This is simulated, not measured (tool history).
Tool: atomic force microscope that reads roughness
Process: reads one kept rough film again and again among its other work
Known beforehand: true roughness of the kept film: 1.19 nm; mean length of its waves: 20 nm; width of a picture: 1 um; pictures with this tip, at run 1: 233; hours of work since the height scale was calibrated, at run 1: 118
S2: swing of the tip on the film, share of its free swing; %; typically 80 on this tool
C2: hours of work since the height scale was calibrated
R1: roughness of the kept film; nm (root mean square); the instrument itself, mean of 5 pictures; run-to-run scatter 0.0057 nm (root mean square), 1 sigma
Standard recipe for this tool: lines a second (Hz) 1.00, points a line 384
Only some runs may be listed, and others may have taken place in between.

Run 1, hour 0.0: usual settings; pictures with this tip 233; C2 118. Result: R1 1.021 nm (root mean square).
Run 2, hour 41.7: usual settings; pictures with this tip 280; C2 135. Result: R1 1.026 nm (root mean square).
Run 3, hour 82.0: usual settings; pictures with this tip 325; C2 152. Result: R1 1.016 nm (root mean square).
At hour 98.9: new tip fitted.
Run 4, hour 120.1: usual settings but points a line 463; pictures with this tip 23; C2 167. Result: R1 1.028 nm (root mean square).
Run 5, hour 148.2: usual settings but lines a second (Hz) 3.12; pictures with this tip 55; C2 179. Result: R1 0.928 nm (root mean square).
Run 6, hour 190.9: usual settings but lines a second (Hz) 2.87; pictures with this tip 102; C2 197. Result: R1 0.933 nm (root mean square).
Run 7, hour 230.3: usual settings but lines a second (Hz) 2.87; pictures with this tip 146; C2 213. Result: R1 0.941 nm (root mean square).
Run 8, hour 275.9: usual settings but lines a second (Hz) 2.87; pictures with this tip 197; C2 232. Result: R1 0.939 nm (root mean square).
Run 9, hour 320.2: usual settings but lines a second (Hz) 1.88; pictures with this tip 246; C2 250. Result: R1 0.992 nm (root mean square).
Run 10, hour 339.6: usual settings but lines a second (Hz) 1.88; pictures with this tip 267; C2 259. Result: R1 0.976 nm (root mean square).
Run 11, hour 373.1: usual settings but lines a second (Hz) 1.88; pictures with this tip 305; C2 272. Result: R1 0.975 nm (root mean square).
At hour 407.1: new tip fitted.
Run 12, hour 407.4: usual settings but lines a second (Hz) 1.88; pictures with this tip 0; C2 287. Result: R1 0.978 nm (root mean square).
Run 13, hour 435.3: usual settings but S2 78 %; pictures with this tip 31; C2 298. Result: R1 1.023 nm (root mean square).
Run 14, hour 479.9: usual settings but lines a second (Hz) 0.60, S2 90 %; pictures with this tip 81; C2 317. Result: R1 1.028 nm (root mean square).
Run 15, hour 507.6: usual settings but lines a second (Hz) 3.76; pictures with this tip 112; C2 328. Result: R1 0.903 nm (root mean square).
Run 16, hour 553.5: usual settings but lines a second (Hz) 0.53, S2 72 %; pictures with this tip 163; C2 347. Result: R1 1.067 nm (root mean square).
Run 17, hour 579.1: usual settings but lines a second (Hz) 0.53, S2 72 %; pictures with this tip 191; C2 358. Result: R1 1.064 nm (root mean square).
Run 18, hour 606.8: usual settings but lines a second (Hz) 0.53, S2 72 %; pictures with this tip 222; C2 369. Result: R1 1.063 nm (root mean square).
Run 19, hour 632.4: usual settings but lines a second (Hz) 1.40, S2 83 %, points a line 316; pictures with this tip 250; C2 380. Result: R1 0.986 nm (root mean square).
Run 20, hour 670.9: usual settings but lines a second (Hz) 1.40, S2 83 %, points a line 960; pictures with this tip 293; C2 396. Result: R1 1.013 nm (root mean square).
Run 21, hour 702.1: usual settings but lines a second (Hz) 0.99, S2 60 %, points a line 342; pictures with this tip 328; C2 409. Result: R1 1.056 nm (root mean square).
At hour 717.6: new tip fitted.
Run 22, hour 742.6: usual settings but lines a second (Hz) 0.57, S2 89 %, points a line 342; pictures with this tip 28; C2 426. Result: R1 1.027 nm (root mean square).
Run 23, hour 782.9: usual settings but lines a second (Hz) 0.57, S2 89 %, points a line 342; pictures with this tip 73; C2 442. Result: R1 1.028 nm (root mean square).
Run 24, hour 828.3: usual settings but lines a second (Hz) 0.57, S2 89 %, points a line 342; pictures with this tip 124; C2 461. Result: R1 1.027 nm (root mean square).

Branching from run 24: 4 alternative next runs. What would each branch give?
Run A, hour 852.0: usual settings but lines a second (Hz) 2.49, S2 66 %; pictures with this tip 150; C2 471. Result: R1 ?.
Run B, hour 852.0: usual settings but S2 71 %; pictures with this tip 150; C2 471. Result: R1 ?.
Run C, hour 852.0: usual settings but points a line 790; pictures with this tip 150; C2 471. Result: R1 ?.
Run D, hour 852.0: usual settings but lines a second (Hz) 1.96, S2 69 %, points a line 789; pictures with this tip 150; C2 471. Result: R1 ?.

run     R1
  A  1.015
  B  1.040
  C  1.043
  D  1.030
Take away the tool's hidden state, keep each run's random variation, and the runs would have read:
run     R1
  A  1.018
  B  1.043
  C  1.045
  D  1.033
